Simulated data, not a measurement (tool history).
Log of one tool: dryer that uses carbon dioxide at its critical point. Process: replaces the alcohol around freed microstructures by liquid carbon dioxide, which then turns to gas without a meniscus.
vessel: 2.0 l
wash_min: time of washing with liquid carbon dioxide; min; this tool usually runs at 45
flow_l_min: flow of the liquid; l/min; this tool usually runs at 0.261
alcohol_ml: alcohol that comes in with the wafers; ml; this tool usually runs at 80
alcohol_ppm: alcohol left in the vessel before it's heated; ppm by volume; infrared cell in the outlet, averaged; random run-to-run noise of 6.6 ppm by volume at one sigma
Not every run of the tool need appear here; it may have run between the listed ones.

run 1 hour=0.0 | wash_min=45 flow_l_min=0.261 alcohol_ml=80 | alcohol_ppm=380
run 2 hour=19.2 | wash_min=45 flow_l_min=0.261 alcohol_ml=80 | alcohol_ppm=379
run 3 hour=33.1 | wash_min=45 flow_l_min=0.261 alcohol_ml=80 | alcohol_ppm=376
run 4 hour=49.8 | wash_min=45 flow_l_min=0.174 alcohol_ml=80 | alcohol_ppm=1825
run 5 hour=65.8 | wash_min=45 flow_l_min=0.174 alcohol_ml=80 | alcohol_ppm=1800
run 6 hour=82.9 | wash_min=53 flow_l_min=0.261 alcohol_ml=80 | alcohol_ppm=212
run 7 hour=92.1 | wash_min=53 flow_l_min=0.261 alcohol_ml=80 | alcohol_ppm=207
run 8 hour=103.1 | wash_min=53 flow_l_min=0.261 alcohol_ml=80 | alcohol_ppm=209
run 9 hour=120.1 | wash_min=45 flow_l_min=0.248 alcohol_ml=80 | alcohol_ppm=525
run 10 hour=135.4 | wash_min=45 flow_l_min=0.248 alcohol_ml=48 | alcohol_ppm=334
run 11 hour=147.7 | wash_min=45 flow_l_min=0.248 alcohol_ml=48 | alcohol_ppm=352
run 12 hour=158.6 | wash_min=45 flow_l_min=0.248 alcohol_ml=48 | alcohol_ppm=346
run 13 hour=178.4 | wash_min=45 flow_l_min=0.248 alcohol_ml=48 | alcohol_ppm=339
run 14 hour=198.9 | wash_min=32 flow_l_min=0.261 alcohol_ml=80 | alcohol_ppm=1517
run 15 hour=218.5 | wash_min=62 flow_l_min=0.261 alcohol_ml=80 | alcohol_ppm=155
run 16 hour=233.2 | wash_min=31 flow_l_min=0.404 alcohol_ml=42 | alcohol_ppm=223
run 17 hour=242.9 | wash_min=65 flow_l_min=0.232 alcohol_ml=21 | alcohol_ppm=124
run 18 hour=252.9 | wash_min=64 flow_l_min=0.232 alcohol_ml=30 | alcohol_ppm=144
run 19 hour=262.3 | wash_min=45 flow_l_min=0.329 alcohol_ml=80 | alcohol_ppm=208
run 20 hour=275.6 | wash_min=45 flow_l_min=0.329 alcohol_ml=80 | alcohol_ppm=215
run 21 hour=289.9 | wash_min=45 flow_l_min=0.204 alcohol_ml=80 | alcohol_ppm=1159
run 22 hour=302.8 | wash_min=45 flow_l_min=0.204 alcohol_ml=80 | alcohol_ppm=1186
run 23 hour=318.5 | wash_min=45 flow_l_min=0.204 alcohol_ml=80 | alcohol_ppm=1177
run 24 hour=332.3 | wash_min=45 flow_l_min=0.296 alcohol_ml=80 | alcohol_ppm=307
run 25 hour=353.0 | wash_min=59 flow_l_min=0.412 alcohol_ml=47 | alcohol_ppm=124
run 26 hour=373.4 | wash_min=33 flow_l_min=0.261 alcohol_ml=80 | alcohol_ppm=1439
run 27 hour=382.3 | wash_min=40 flow_l_min=0.414 alcohol_ml=110 | alcohol_ppm=203
run 28 hour=398.7 | wash_min=40 flow_l_min=0.414 alcohol_ml=110 | alcohol_ppm=193

What if the next run were any one of these 4? Each begins from the tool's condition after run 28:
run A hour=411.6 | wash_min=45 flow_l_min=0.261 alcohol_ml=72 | alcohol_ppm=?
run B hour=411.6 | wash_min=60 flow_l_min=0.315 alcohol_ml=47 | alcohol_ppm=?
run C hour=411.6 | wash_min=53 flow_l_min=0.340 alcohol_ml=70 | alcohol_ppm=?
run D hour=411.6 | wash_min=59 flow_l_min=0.248 alcohol_ml=97 | alcohol_ppm=?

run=A alcohol_ppm=470
run=B alcohol_ppm=156
run=C alcohol_ppm=166
run=D alcohol_ppm=283
Without the tool's hidden state the same runs would have given:
run=A alcohol_ppm=254
run=B alcohol_ppm=16
run=C alcohol_ppm=28
run=D alcohol_ppm=108
